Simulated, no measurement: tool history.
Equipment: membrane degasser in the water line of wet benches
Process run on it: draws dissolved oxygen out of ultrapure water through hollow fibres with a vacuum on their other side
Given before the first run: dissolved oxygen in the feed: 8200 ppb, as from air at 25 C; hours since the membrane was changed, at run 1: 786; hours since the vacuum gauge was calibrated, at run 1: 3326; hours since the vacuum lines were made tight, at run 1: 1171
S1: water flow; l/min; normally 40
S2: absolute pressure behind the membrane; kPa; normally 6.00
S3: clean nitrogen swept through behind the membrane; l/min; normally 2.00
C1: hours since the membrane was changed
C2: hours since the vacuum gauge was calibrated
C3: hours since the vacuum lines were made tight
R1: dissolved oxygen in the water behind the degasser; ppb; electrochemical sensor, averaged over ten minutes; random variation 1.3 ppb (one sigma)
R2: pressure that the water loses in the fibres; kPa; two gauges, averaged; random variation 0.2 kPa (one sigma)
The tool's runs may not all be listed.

run 1 day=0.000 | S1=40 S2=6.00 S3=2.00 | C1=786 C2=3326 C3=1171 | R1=138.2 R2=42.59
run 2 day=4.496 | S1=40 S2=6.00 S3=1.46 | C1=894 C2=3434 C3=1278 | R1=181.5 R2=42.84
run 3 day=10.592 | S1=40 S2=6.00 S3=0.99 | C1=1040 C2=3580 C3=1425 | R1=245.2 R2=43.00
run 4 day=14.967 | S1=40 S2=6.00 S3=2.00 | C1=1145 C2=3685 C3=1530 | R1=137.4 R2=42.50
run 5 day=23.446 | S1=40 S2=3.63 S3=2.00 | C1=1349 C2=3888 C3=1733 | R1=35.7 R2=42.87
run 6 day=28.150 | S1=40 S2=6.00 S3=3.46 | C1=1462 C2=4001 C3=1846 | R1=86.6 R2=42.72
run 7 day=33.079 | S1=40 S2=6.00 S3=2.00 | C1=1580 C2=4120 C3=1964 | R1=138.5 R2=42.52
run 8 day=37.242 | S1=40 S2=6.00 S3=2.00 | C1=1680 C2=4220 C3=2064 | R1=140.1 R2=43.02
run 9 day=42.758 | S1=40 S2=6.00 S3=2.00 | C1=1812 C2=4352 C3=2197 | R1=140.2 R2=42.57
run 10 day=51.308 | S1=40 S2=6.00 S3=2.00 | C1=2017 C2=4557 C3=2402 | R1=140.8 R2=42.56
run 11 day=57.917 | S1=40 S2=6.00 S3=2.00 | C1=2176 C2=4716 C3=2561 | R1=142.0 R2=42.95
run 12 day=62.200 | S1=40 S2=6.00 S3=1.46 | C1=2279 C2=4818 C3=2663 | R1=184.6 R2=42.96
run 13 day=68.050 | S1=40 S2=6.00 S3=1.46 | C1=2419 C2=4959 C3=2804 | R1=186.5 R2=43.00
-- day=73.971 vacuum gauge calibrated
run 14 day=77.246 | S1=40 S2=6.00 S3=2.84 | C1=2639 C2=79 C3=3024 | R1=109.4 R2=43.10
run 15 day=83.662 | S1=40 S2=6.00 S3=2.00 | C1=2793 C2=233 C3=3178 | R1=150.6 R2=43.12
run 16 day=90.588 | S1=40 S2=6.00 S3=2.00 | C1=2960 C2=399 C3=3344 | R1=149.8 R2=42.84
run 17 day=98.200 | S1=31 S2=6.00 S3=1.09 | C1=3142 C2=581 C3=3527 | R1=202.0 R2=33.38
-- day=102.746 vacuum gauge calibrated, once more
run 18 day=102.983 | S1=40 S2=6.00 S3=2.23 | C1=3257 C2=6 C3=3641 | R1=115.2 R2=43.15
run 19 day=111.850 | S1=40 S2=6.00 S3=2.23 | C1=3470 C2=219 C3=3854 | R1=118.0 R2=43.18
run 20 day=118.129 | S1=40 S2=6.00 S3=2.23 | C1=3620 C2=369 C3=4005 | R1=116.3 R2=43.19
run 21 day=127.267 | S1=35 S2=13.91 S3=2.23 | C1=3840 C2=589 C3=4224 | R1=381.2 R2=37.83
run 22 day=132.312 | S1=48 S2=8.39 S3=0.89 | C1=3961 C2=710 C3=4345 | R1=519.9 R2=51.79
run 23 day=137.908 | S1=53 S2=6.00 S3=1.37 | C1=4095 C2=844 C3=4479 | R1=222.4 R2=57.20
run 24 day=147.658 | S1=47 S2=6.00 S3=1.40 | C1=4329 C2=1078 C3=4713 | R1=202.6 R2=50.94
run 25 day=155.692 | S1=47 S2=6.00 S3=1.40 | C1=4522 C2=1271 C3=4906 | R1=204.8 R2=51.01
run 26 day=164.162 | S1=53 S2=6.00 S3=1.18 | C1=4725 C2=1474 C3=5109 | R1=255.4 R2=57.68
run 27 day=169.346 | S1=45 S2=9.20 S3=1.18 | C1=4849 C2=1598 C3=5234 | R1=454.0 R2=48.71
run 28 day=176.000 | S1=37 S2=5.82 S3=1.18 | C1=5009 C2=1758 C3=5394 | R1=184.8 R2=40.32
run 29 day=183.421 | S1=40 S2=5.38 S3=2.00 | C1=5187 C2=1936 C3=5572 | R1=106.8 R2=43.60
run 30 day=190.329 | S1=40 S2=5.38 S3=2.00 | C1=5353 C2=2102 C3=5737 | R1=106.3 R2=43.54
run 31 day=195.388 | S1=31 S2=6.12 S3=2.31 | C1=5474 C2=2223 C3=5859 | R1=98.7 R2=33.79
run 32 day=201.488 | S1=26 S2=12.82 S3=1.33 | C1=5621 C2=2370 C3=6005 | R1=419.2 R2=28.28

3 ways to go on from here, each from the tool as it stands after run 32. What would each give?
run A day=206.483 | S1=62 S2=9.48 S3=1.33 | C1=5741 C2=2490 C3=6125 | R1=? R2=?
run B day=206.483 | S1=45 S2=13.02 S3=3.02 | C1=5741 C2=2490 C3=6125 | R1=? R2=?
run C day=206.483 | S1=30 S2=6.75 S3=1.33 | C1=5741 C2=2490 C3=6125 | R1=? R2=?

run=A R1=565.3 R2=67.84
run=B R1=336.4 R2=48.83
run=C R1=186.0 R2=32.68
The same runs, with their run-to-run variation unchanged, on a tool lacking any hidden condition would have given:
run=A R1=547.1 R2=65.99
run=B R1=325.9 R2=47.49
run=C R1=173.9 R2=31.80

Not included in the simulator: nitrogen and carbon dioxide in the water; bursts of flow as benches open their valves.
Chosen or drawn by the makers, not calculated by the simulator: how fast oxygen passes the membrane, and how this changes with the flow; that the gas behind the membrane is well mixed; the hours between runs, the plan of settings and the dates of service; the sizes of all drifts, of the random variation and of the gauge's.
